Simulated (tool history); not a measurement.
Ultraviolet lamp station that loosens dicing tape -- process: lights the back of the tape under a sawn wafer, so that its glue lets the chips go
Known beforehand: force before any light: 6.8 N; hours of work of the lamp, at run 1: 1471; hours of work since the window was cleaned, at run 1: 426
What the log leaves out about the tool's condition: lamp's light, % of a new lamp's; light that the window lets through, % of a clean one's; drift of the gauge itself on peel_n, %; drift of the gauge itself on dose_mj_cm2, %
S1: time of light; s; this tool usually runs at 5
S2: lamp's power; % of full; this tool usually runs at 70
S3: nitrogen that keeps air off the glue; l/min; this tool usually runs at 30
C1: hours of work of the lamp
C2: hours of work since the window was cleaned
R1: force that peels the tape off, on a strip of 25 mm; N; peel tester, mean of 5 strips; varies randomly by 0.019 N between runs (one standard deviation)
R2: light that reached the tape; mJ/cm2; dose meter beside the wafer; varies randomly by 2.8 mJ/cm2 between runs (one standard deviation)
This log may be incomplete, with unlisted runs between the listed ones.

run 1 hour=0 | S1=5 S2=70 S3=30 | C1=1471 C2=426 | R1=0.951 R2=379
run 2 hour=82 | S1=5 S2=92 S3=30 | C1=1530 C2=485 | R1=0.544 R2=500
-- hour=117 window cleaned of glue's vapour
run 3 hour=168.5 | S1=5 S2=92 S3=30 | C1=1592 C2=37 | R1=0.546 R2=499
run 4 hour=215.7 | S1=5 S2=70 S3=30 | C1=1626 C2=71 | R1=0.937 R2=380
run 5 hour=287.6 | S1=5 S2=70 S3=30 | C1=1678 C2=123 | R1=0.96 R2=381
run 6 hour=380.7 | S1=5 S2=70 S3=30 | C1=1744 C2=190 | R1=0.949 R2=381
run 7 hour=472.1 | S1=5 S2=70 S3=30 | C1=1810 C2=255 | R1=0.921 R2=377
-- hour=480.6 lamp changed
run 8 hour=568.6 | S1=5 S2=62 S3=30 | C1=63 C2=324 | R1=1.166 R2=339
run 9 hour=613.5 | S1=2 S2=91 S3=37 | C1=96 C2=356 | R1=2.215 R2=198
run 10 hour=666.2 | S1=5 S2=87 S3=13 | C1=133 C2=394 | R1=1.22 R2=471

Predict the results of run 11:
run 11 hour=750.9 | S1=5 S2=75 S3=30 | C1=194 C2=455 | R1=? R2=?

{"run 11": {"R1": 0.842, "R2": 411}}
On a tool with no hidden condition, and with the same random variation, this run would have come out at R1 0.839 N, R2 412 mJ/cm2.
